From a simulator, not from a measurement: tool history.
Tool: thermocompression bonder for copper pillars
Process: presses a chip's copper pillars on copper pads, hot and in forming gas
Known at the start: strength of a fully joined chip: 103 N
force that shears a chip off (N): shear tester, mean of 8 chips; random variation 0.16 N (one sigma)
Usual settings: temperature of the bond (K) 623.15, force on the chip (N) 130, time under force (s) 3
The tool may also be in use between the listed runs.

| run | hour | temperature of the bond (K) | force on the chip (N) | time under force (s) | force that shears a chip off (N) |
|---|---|---|---|---|---|
| 1 | 0.0 | 623.15 | 130 | 3 | 39.0 |
| 2 | 7.4 | 623.15 | 115 | 3 | 35.2 |
| 3 | 21.4 | 623.15 | 130 | 3 | 39.0 |
| 4 | 27.9 | 623.15 | 130 | 3 | 39.2 |
| 5 | 35.6 | 623.15 | 130 | 3 | 39.1 |
| 6 | 47.4 | 623.15 | 130 | 3 | 39.2 |
| 7 | 56.7 | 626.15 | 130 | 3 | 39.8 |
| 8 | 67.5 | 623.15 | 124 | 3 | 37.1 |
| 9 | 76.5 | 607.15 | 130 | 3 | 33.3 |
| 10 | 86.8 | 623.15 | 130 | 3 | 38.8 |
| 11 | 98.0 | 623.15 | 130 | 3 | 38.8 |
| 12 | 106.4 | 598.15 | 130 | 3 | 29.9 |
| 13 | 113.6 | 598.15 | 130 | 3 | 30.0 |
| 14 | 122.8 | 598.15 | 130 | 3 | 30.0 |
| 15 | 133.7 | 598.15 | 130 | 4 | 33.6 |
| 16 | 145.6 | 598.15 | 94 | 4 | 24.5 |
| 17 | 158.8 | 623.15 | 130 | 3 | 38.4 |
| 18 | 164.7 | 623.15 | 130 | 3 | 38.2 |
|  | 166.3 | forming gas filter changed |
| 19 | 177.4 | 623.15 | 130 | 3 | 43.2 |
| 20 | 184.8 | 623.15 | 130 | 3 | 43.0 |
| 21 | 194.1 | 641.15 | 144 | 4 | 60.0 |
| 22 | 201.4 | 647.15 | 119 | 3 | 48.9 |
| 23 | 209.9 | 647.15 | 86 | 3 | 36.6 |
| 24 | 219.9 | 622.15 | 84 | 4 | 31.8 |
| 25 | 232.8 | 606.15 | 84 | 2 | 19.8 |
| 26 | 244.9 | 623.15 | 178 | 2 | 48.1 |
| 27 | 257.0 | 623.15 | 178 | 2 | 48.2 |
| 28 | 266.0 | 623.15 | 178 | 2 | 48.2 |
| 29 | 271.8 | 623.15 | 178 | 2 | 48.0 |
| 30 | 277.4 | 623.15 | 178 | 2 | 48.0 |
| 31 | 291.0 | 623.15 | 130 | 6 | 54.2 |
| 32 | 297.3 | 640.15 | 142 | 6 | 64.9 |
| 33 | 307.4 | 640.15 | 142 | 6 | 65.1 |
| 34 | 318.3 | 612.15 | 142 | 2 | 35.2 |
| 35 | 324.9 | 645.15 | 130 | 5 | 60.2 |
| 36 | 336.0 | 645.15 | 101 | 4 | 45.5 |
| 37 | 346.5 | 622.15 | 118 | 3 | 38.3 |
| 38 | 353.3 | 622.15 | 118 | 3 | 38.2 |
| 39 | 363.5 | 650.15 | 114 | 2 | 40.7 |
| 40 | 375.5 | 619.15 | 159 | 2 | 41.4 |

3 ways to go on from here, each from the tool as it stands after run 40. What would each give?
| A | 383.3 | 623.15 | 190 | 3 | ? |
| B | 383.3 | 623.15 | 125 | 7 | ? |
| C | 383.3 | 619.15 | 159 | 5 | ? |

| run | force that shears a chip off (N) |
|---|---|
| A | 56.7 |
| B | 54.4 |
| C | 57.0 |
Without the tool's hidden state the same runs would have given:
| run | force that shears a chip off (N) |
|---|---|
| A | 54.4 |
| B | 52.1 |
| C | 54.7 |
